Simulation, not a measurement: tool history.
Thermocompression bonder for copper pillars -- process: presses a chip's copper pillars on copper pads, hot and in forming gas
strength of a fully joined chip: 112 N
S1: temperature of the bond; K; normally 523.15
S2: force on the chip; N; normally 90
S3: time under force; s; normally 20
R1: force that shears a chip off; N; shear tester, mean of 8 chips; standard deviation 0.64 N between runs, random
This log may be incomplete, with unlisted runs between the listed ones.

run,hour,S1,S2,S3,R1
1,0.0,523.15,90,20,36.3
2,24.3,523.15,90,20,36.2
3,47.4,518.15,90,20,33.4
4,64.6,518.15,90,20,33.8
5,85.5,518.15,90,20,34.4
6,98.9,518.15,90,20,34.1
7,118.6,518.15,90,20,33.3
8,135.0,518.15,90,20,34.0
9,153.7,518.15,90,20,32.5
10,168.2,518.15,90,20,32.0
11,190.3,523.15,90,21,35.7
12,212.7,523.15,90,10,25.0
13,223.6,523.15,90,14,29.3
14,238.9,523.15,120,20,45.3
# hour 252.7: forming gas filter changed
15,255.1,523.15,90,20,37.4
16,272.3,523.15,86,20,34.8
17,294.1,523.15,90,29,42.8
18,318.5,523.15,90,29,42.2
19,334.8,523.15,90,29,41.8
20,353.9,523.15,90,20,35.1
21,369.6,534.15,102,19,45.4
22,387.3,523.15,116,20,47.0
23,406.6,523.15,116,20,46.4
24,425.7,496.15,77,27,23.7
25,438.5,523.15,108,20,43.3
26,458.2,523.15,117,23,49.3
27,478.5,499.15,120,23,38.5
28,495.4,499.15,120,23,37.5
29,505.8,498.15,79,59,32.7
30,527.5,498.15,79,59,34.2
31,548.9,498.15,79,59,34.2
32,564.9,523.15,108,43,53.6
33,584.2,504.15,101,12,23.6
34,608.7,544.15,101,21,46.4
35,626.4,544.15,101,21,46.5
36,649.4,534.15,107,21,43.5
# hour 661.8: forming gas filter changed
37,662.9,536.15,112,13,44.1
38,675.5,525.15,54,16,18.7
39,685.7,511.15,117,20,41.7

Here are 5 independent what-if runs from the current tool condition. What would each one return?
A,697.4,523.15,90,55,?
B,697.4,504.15,87,37,?
C,697.4,523.15,76,30,?
D,697.4,528.15,90,25,?
E,697.4,547.15,90,20,?

run,R1
A,51.7
B,35.0
C,35.5
D,40.6
E,45.8
The same runs, with their run-to-run variation unchanged, on a tool lacking any hidden condition would have given:
run,R1
A,58.1
B,40.1
C,40.4
D,46.0
E,51.5
